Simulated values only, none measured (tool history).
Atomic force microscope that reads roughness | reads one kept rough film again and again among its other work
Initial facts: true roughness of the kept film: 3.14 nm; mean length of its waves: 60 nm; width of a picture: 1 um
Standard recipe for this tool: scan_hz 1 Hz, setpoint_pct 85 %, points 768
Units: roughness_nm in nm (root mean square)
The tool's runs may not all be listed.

run	hour	scan_hz	setpoint_pct	points	roughness_nm
1	0	1	85	768	2.724
2	4.6	1	85	768	2.71
3	9.2	1.22	85	768	2.66
4	17.3	1.22	85	768	2.669
5	26	1.22	85	768	2.675
6	30.5	1.22	85	607	2.656
7	39.3	1.22	85	607	2.652
8	49	1.22	85	607	2.631
9	55	1	85	768	2.683
10	65.2	1.32	85	768	2.628
11	72.6	1	85	768	2.66
12	78.1	1	58	768	2.805
# hour 79.5: new tip fitted
13	84.3	1	58	768	2.978
14	88.9	1	58	768	3.001
15	94.9	1	58	768	2.978
16	99.9	1	58	768	2.967
17	104.6	1	65	768	2.946
18	113.5	1	65	768	2.942
19	124.5	1	65	768	2.917
20	134.3	1	59	768	2.942
21	139.8	1	85	768	2.774
22	148.6	1	85	766	2.769
23	159.1	1	85	766	2.772
24	170.1	1.57	68	514	2.837
# hour 171.8: height scale calibrated on a step standard
25	176.2	2.99	68	337	2.705
26	187.2	1.29	90	768	2.625
27	196	2.99	82	768	2.451
28	205.2	1.1	85	347	2.695
29	210.3	1.1	85	347	2.697
30	217	1.1	85	347	2.7
31	227	0.88	71	284	2.805
# hour 231.1: height scale calibrated on a step standard, once more
32	233.8	0.88	71	284	2.818
33	241	0.88	71	284	2.819
34	251.8	0.91	62	292	2.831
35	259.2	1	69	298	2.784
36	266.5	0.72	82	963	2.757
37	275.4	0.72	82	963	2.776
38	279.8	0.72	82	963	2.771
39	285	1	85	606	2.682
40	293.9	1	85	606	2.672
# hour 297.1: new tip fitted
41	304.7	1	85	606	2.821
42	312.4	1	85	411	2.823
43	323.3	0.63	68	768	2.989
44	330.6	1.95	64	411	2.884
45	336.2	3.95	64	552	2.754
46	346.4	3.95	64	552	2.758

Had the tool no unlogged condition, and each run kept its random variation, what would the results have been?
The hidden state here: radius of the tip, nm; height scale over the true one, %; drift of the gauge itself on roughness_nm, %.
run	roughness_nm
1	2.853
2	2.842
3	2.792
4	2.809
5	2.823
6	2.806
7	2.809
8	2.795
9	2.854
10	2.805
11	2.844
12	3.004
13	2.998
14	3.025
15	3.008
16	3.001
17	2.984
18	2.988
19	2.971
20	3.006
21	2.839
22	2.841
23	2.856
24	2.931
25	2.81
26	2.735
27	2.56
28	2.823
29	2.829
30	2.838
31	2.958
32	2.95
33	2.957
34	2.98
35	2.936
36	2.914
37	2.942
38	2.941
39	2.851
40	2.847
41	2.837
42	2.845
43	3.024
44	2.924
45	2.797
46	2.81
